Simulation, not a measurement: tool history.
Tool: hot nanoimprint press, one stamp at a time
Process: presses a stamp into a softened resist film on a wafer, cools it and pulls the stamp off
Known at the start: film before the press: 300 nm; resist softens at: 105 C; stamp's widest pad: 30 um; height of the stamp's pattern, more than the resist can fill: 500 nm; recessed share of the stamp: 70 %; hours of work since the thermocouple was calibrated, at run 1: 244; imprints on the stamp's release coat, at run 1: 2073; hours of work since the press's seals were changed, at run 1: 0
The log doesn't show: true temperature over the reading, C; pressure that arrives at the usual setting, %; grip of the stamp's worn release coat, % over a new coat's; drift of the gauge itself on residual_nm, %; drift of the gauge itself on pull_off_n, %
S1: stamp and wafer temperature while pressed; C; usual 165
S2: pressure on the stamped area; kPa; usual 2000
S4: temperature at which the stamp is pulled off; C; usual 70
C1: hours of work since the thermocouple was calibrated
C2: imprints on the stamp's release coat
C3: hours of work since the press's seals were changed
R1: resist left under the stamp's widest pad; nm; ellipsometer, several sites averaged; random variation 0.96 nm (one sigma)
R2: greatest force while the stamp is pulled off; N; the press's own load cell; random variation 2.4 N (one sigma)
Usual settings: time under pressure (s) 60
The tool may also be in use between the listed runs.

run 1 hour=0 | S1=165 S2=2000 time_under_pressure_(s)=60 S4=70 | C1=244 C2=2073 C3=0 | R1=152 R2=114
-- hour=40.7 stamp cleaned and given a new release coat
run 2 hour=52.6 | S1=165 S2=2000 time_under_pressure_(s)=60 S4=70 | C1=273 C2=39 C3=29 | R1=151.1 R2=112
run 3 hour=104 | S1=165 S2=2000 time_under_pressure_(s)=60 S4=70 | C1=305 C2=209 C3=61 | R1=154.3 R2=113
run 4 hour=141.2 | S1=165 S2=2000 time_under_pressure_(s)=60 S4=70 | C1=328 C2=332 C3=84 | R1=152 R2=110
run 5 hour=178 | S1=165 S2=2000 time_under_pressure_(s)=60 S4=70 | C1=351 C2=453 C3=106 | R1=153 R2=111
-- hour=185.9 plate thermocouple calibrated
run 6 hour=216.5 | S1=165 S2=2000 time_under_pressure_(s)=60 S4=70 | C1=19 C2=570 C3=128 | R1=149.3 R2=119
run 7 hour=245.8 | S1=165 S2=2000 time_under_pressure_(s)=60 S4=70 | C1=37 C2=667 C3=147 | R1=151.6 R2=109
run 8 hour=295.5 | S1=165 S2=2000 time_under_pressure_(s)=60 S4=70 | C1=68 C2=831 C3=177 | R1=152.5 R2=110
run 9 hour=324.6 | S1=165 S2=2000 time_under_pressure_(s)=60 S4=61 | C1=86 C2=927 C3=195 | R1=152.8 R2=119
run 10 hour=381.2 | S1=165 S2=2000 time_under_pressure_(s)=60 S4=61 | C1=121 C2=1114 C3=230 | R1=150 R2=122
run 11 hour=427.5 | S1=165 S2=2000 time_under_pressure_(s)=60 S4=61 | C1=150 C2=1267 C3=259 | R1=153.4 R2=125
run 12 hour=450.9 | S1=165 S2=2840 time_under_pressure_(s)=60 S4=70 | C1=164 C2=1344 C3=274 | R1=126.7 R2=111
run 13 hour=487.5 | S1=165 S2=2000 time_under_pressure_(s)=60 S4=61 | C1=187 C2=1465 C3=296 | R1=150.7 R2=122
run 14 hour=521.5 | S1=165 S2=1530 time_under_pressure_(s)=55 S4=60 | C1=208 C2=1577 C3=317 | R1=178.4 R2=129
run 15 hour=560.5 | S1=174 S2=1530 time_under_pressure_(s)=55 S4=72 | C1=232 C2=1706 C3=341 | R1=116.2 R2=107
run 16 hour=585.8 | S1=166 S2=1230 time_under_pressure_(s)=55 S4=71 | C1=248 C2=1789 C3=357 | R1=184.6 R2=112
run 17 hour=617.8 | S1=166 S2=1230 time_under_pressure_(s)=55 S4=71 | C1=267 C2=1895 C3=377 | R1=183.9 R2=113
run 18 hour=660.5 | S1=167 S2=2860 time_under_pressure_(s)=82 S4=65 | C1=294 C2=2036 C3=403 | R1=102.7 R2=119
run 19 hour=685.8 | S1=167 S2=2860 time_under_pressure_(s)=82 S4=65 | C1=309 C2=2119 C3=419 | R1=100.1 R2=118
-- hour=715.5 stamp cleaned and given a new release coat
run 20 hour=739.5 | S1=167 S2=2860 time_under_pressure_(s)=82 S4=65 | C1=339 C2=79 C3=448 | R1=100.9 R2=115
-- hour=764 plate thermocouple calibrated
run 21 hour=766.8 | S1=164 S2=2000 time_under_pressure_(s)=38 S4=62 | C1=2 C2=160 C3=463 | R1=184.4 R2=121
run 22 hour=794.1 | S1=165 S2=1760 time_under_pressure_(s)=60 S4=70 | C1=19 C2=250 C3=480 | R1=160.8 R2=108
run 23 hour=819 | S1=165 S2=2000 time_under_pressure_(s)=31 S4=57 | C1=34 C2=332 C3=496 | R1=185.2 R2=133
run 24 hour=846.8 | S1=159 S2=2000 time_under_pressure_(s)=46 S4=60 | C1=51 C2=424 C3=513 | R1=211.8 R2=124
run 25 hour=901.4 | S1=165 S2=2880 time_under_pressure_(s)=92 S4=61 | C1=85 C2=604 C3=547 | R1=109 R2=124

How the hidden state differs across the entries between the runs, from the last listed run before each to the first after it:
Between runs 1 and 2: stamp cleaned and given a new release coat (hour 40.7)
  grip of the stamp's worn release coat, % over a new coat's: 1.4 -> 0
Between runs 5 and 6: plate thermocouple calibrated (hour 185.9)
  true temperature over the reading, C: -0.01 -> 0
Between runs 19 and 20: stamp cleaned and given a new release coat (hour 715.5)
  true temperature over the reading, C: -0.01 -> -0.02; pressure that arrives at the usual setting, %: 99.96 -> 99.95; grip of the stamp's worn release coat, % over a new coat's: 1.4 -> 0
Between runs 20 and 21: plate thermocouple calibrated (hour 764)
  true temperature over the reading, C: -0.02 -> 0; grip of the stamp's worn release coat, % over a new coat's: 0 -> 0.1
